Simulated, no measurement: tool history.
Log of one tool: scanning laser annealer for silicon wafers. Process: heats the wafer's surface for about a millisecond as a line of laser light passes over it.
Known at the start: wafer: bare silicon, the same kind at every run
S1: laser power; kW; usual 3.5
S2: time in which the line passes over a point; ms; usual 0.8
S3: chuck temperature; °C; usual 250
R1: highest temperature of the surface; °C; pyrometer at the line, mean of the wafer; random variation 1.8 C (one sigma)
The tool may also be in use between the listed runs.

run	hour	S1	S2	S3	R1
1	0	3.5	0.8	250	960
2	32.6	3.804	0.8	250	1033
# hour 58.9: window over the wafer cleaned
3	69.1	3.5	0.8	250	986
4	119.1	3.5	0.8	250	983
5	156	3.5	0.8	250	983
6	189.4	3.5	0.8	250	981
7	235.4	3.5	0.8	250	981
8	259.3	3.5	0.8	287	1018
9	288	3.5	0.8	287	1018
10	340.4	3.5	0.8	285	1010
# hour 345.7: laser's power meter calibrated
11	393.4	3.5	0.8	285	1009
12	442	2.995	0.8	285	888
13	484.9	3.5	0.696	278	957
14	523	3.5	0.696	278	956
15	574.2	3.539	0.836	272	1016
16	614.1	3.5	0.572	250	867
# hour 664.9: laser's power meter calibrated, once more
17	667	3.285	0.8	240	899
18	720	3.285	0.8	240	897
19	755.3	3.15	0.794	210	834
20	790.6	3.668	0.794	271	1016
21	817.4	3.5	0.668	250	898
# hour 824.2: window over the wafer cleaned
22	862.6	3.612	0.759	250	983
23	911.4	3.612	0.948	258	1062
24	956.6	3.583	0.8	211	952

Forecast each of these 5 alternatives for the next run:
A	992	3.658	0.8	250	?
B	992	3.552	0.8	211	?
C	992	3.583	0.8	268	?
D	992	3.5	0.996	250	?
E	992	3.813	0.719	215	?

run	R1
A	1007
B	942
C	1008
D	1038
E	973
Without the tool's hidden state the same runs would have given:
run	R1
A	1025
B	959
C	1025
D	1056
E	991

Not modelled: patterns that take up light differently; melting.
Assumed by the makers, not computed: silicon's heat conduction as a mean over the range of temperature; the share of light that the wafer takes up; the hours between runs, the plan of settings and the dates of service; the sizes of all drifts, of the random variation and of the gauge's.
